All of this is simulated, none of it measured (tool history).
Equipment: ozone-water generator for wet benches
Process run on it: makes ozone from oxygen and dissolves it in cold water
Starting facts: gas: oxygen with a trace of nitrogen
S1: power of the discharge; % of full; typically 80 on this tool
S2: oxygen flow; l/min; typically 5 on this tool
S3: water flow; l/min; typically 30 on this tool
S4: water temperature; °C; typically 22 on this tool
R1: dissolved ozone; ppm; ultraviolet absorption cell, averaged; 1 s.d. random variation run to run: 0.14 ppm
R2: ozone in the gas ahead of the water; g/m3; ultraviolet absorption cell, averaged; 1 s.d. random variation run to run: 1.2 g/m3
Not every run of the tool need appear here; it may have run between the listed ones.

run	hour	S1	S2	S3	S4	R1	R2
1	0	80	5	30	22	15.6	221.4
2	142.7	80	5	30	22	15.5	218.6
3	209.8	55	5	30	22	11.6	162.3
4	321.9	55	5	30	22	11.3	164
5	413.8	55	5	30	22	11.6	161.7
6	528.7	55	5	30	22	11.5	161.8
7	615.5	80	5	30	22	15.7	218.7
8	697.8	80	5	30	22	15.3	218.8
9	811.2	80	5	30	22	15.8	220.4
10	934.3	80	5	30	22	15.4	220.1
11	1083.9	80	5	22	22	20.5	218.3
12	1207.2	80	5	22	22	20.7	220
13	1336.9	80	5	21	22	21.3	217.9
14	1454	80	5	21	22	21.5	220.2
15	1586.9	80	5	21	22	21.6	217.8
16	1740.6	80	5	30	22	15.8	216.2
17	1865.3	80	5	30	22	15.9	216.3
18	2002.7	47	5.1	40	18	7.8	140.7
19	2071.3	47	5.1	40	18	8.2	141.5
# hour 2208.5: contactor cleaned
20	2236.3	47	5.1	40	18	8.2	139.8
21	2328.1	73	5.1	18	18	23.8	200.8
22	2480.8	80	3.55	30	20	14.6	241.5
23	2617.6	81	3.03	25	17	16.9	258.6
24	2721.5	91	3.03	25	22	17.7	284.1
25	2828.7	59	6.29	25	22	15.3	155.8
26	2948.9	59	6.29	25	22	15	154.7
# hour 3028: gauge calibrated
27	3089.1	94	3.02	24	19	19.3	296.5
28	3221.3	76	5	19	24	21.8	211.3
29	3328	76	2.5	42	24	7.6	269.6
30	3398.9	76	2.5	42	24	8	267.8
31	3492.1	76	2.5	42	24	7.7	267.3
32	3557.9	76	2.5	42	24	8.2	266.9

Here are 5 independent what-if runs from the current tool condition. What would each one return?
A	3684.9	94	2.5	23	22	?	?
B	3684.9	76	4.83	48	24	?	?
C	3684.9	76	2.5	26	24	?	?
D	3684.9	76	7.21	25	15	?	?
E	3684.9	76	4.03	35	24	?	?

run	R1	R2
A	18.4	319.2
B	9.1	213.5
C	13.4	268.1
D	21.1	184.8
E	11.7	226
With the hidden condition removed and each run's random variation left untouched, the same runs would have given:
run	R1	R2
A	18.5	322.3
B	9.2	215.5
C	13.4	270.5
D	21.2	186.5
E	11.7	228

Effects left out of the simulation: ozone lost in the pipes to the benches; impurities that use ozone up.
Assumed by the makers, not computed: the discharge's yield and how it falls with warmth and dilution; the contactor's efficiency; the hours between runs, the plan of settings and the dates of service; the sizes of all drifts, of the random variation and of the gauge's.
